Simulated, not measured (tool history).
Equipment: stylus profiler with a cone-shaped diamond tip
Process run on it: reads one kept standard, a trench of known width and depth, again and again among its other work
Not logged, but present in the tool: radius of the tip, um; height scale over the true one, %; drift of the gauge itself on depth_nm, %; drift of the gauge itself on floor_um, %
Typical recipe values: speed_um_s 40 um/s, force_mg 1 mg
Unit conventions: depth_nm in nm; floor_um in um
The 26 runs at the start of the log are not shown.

run	hour	speed_um_s	force_mg	scans with this tip	hours of work since the height scale was calibrated	depth_nm	floor_um
27	1378.9	40	0.77	11331	190	1005.17	14.06
28	1408.2	73	0.34	11512	210	1003.21	13.81
29	1453.2	73	0.34	11791	240	1003.23	13.7
30	1501	100	2.83	12087	272	1011.31	13.93
31	1556.8	12	1.48	12432	310	1007.96	14.03
32	1589.1	12	1.48	12632	332	1008.12	14.03
33	1658.1	78	1.7	13059	378	1008.62	13.81
34	1686.6	13	0.5	13235	397	1004.78	13.92
35	1737	58	0.5	13547	431	1004.79	13.65
36	1781.2	103	2.6	13821	461	1011.66	13.74
37	1837	116	1	14166	498	1007.09	13.44
38	1894.7	92	1.75	14523	537	1009.51	13.55
39	1945.2	92	1	14836	571	1007.29	13.5
40	1999.6	17	0.55	15172	608	1005.61	13.65
41	2041.7	126	1.31	15433	636	1008.34	13.3
42	2096.2	89	1	15770	673	1007.63	13.35

Predict each of these 4 candidate next runs independently; none follows another, all start after run 42:
A	2157.5	23	0.52	16149	714	?	?
B	2157.5	52	1.27	16149	714	?	?
C	2157.5	89	1.75	16149	714	?	?
D	2157.5	89	2.99	16149	714	?	?

run	depth_nm	floor_um
A	1006.06	13.47
B	1008.71	13.49
C	1010.11	13.42
D	1013.36	13.43
Stripped of hidden state, with their random variation kept, the same runs would have yielded:
run	depth_nm	floor_um
A	1003.71	15.84
B	1006.35	15.87
C	1007.75	15.79
D	1011	15.81

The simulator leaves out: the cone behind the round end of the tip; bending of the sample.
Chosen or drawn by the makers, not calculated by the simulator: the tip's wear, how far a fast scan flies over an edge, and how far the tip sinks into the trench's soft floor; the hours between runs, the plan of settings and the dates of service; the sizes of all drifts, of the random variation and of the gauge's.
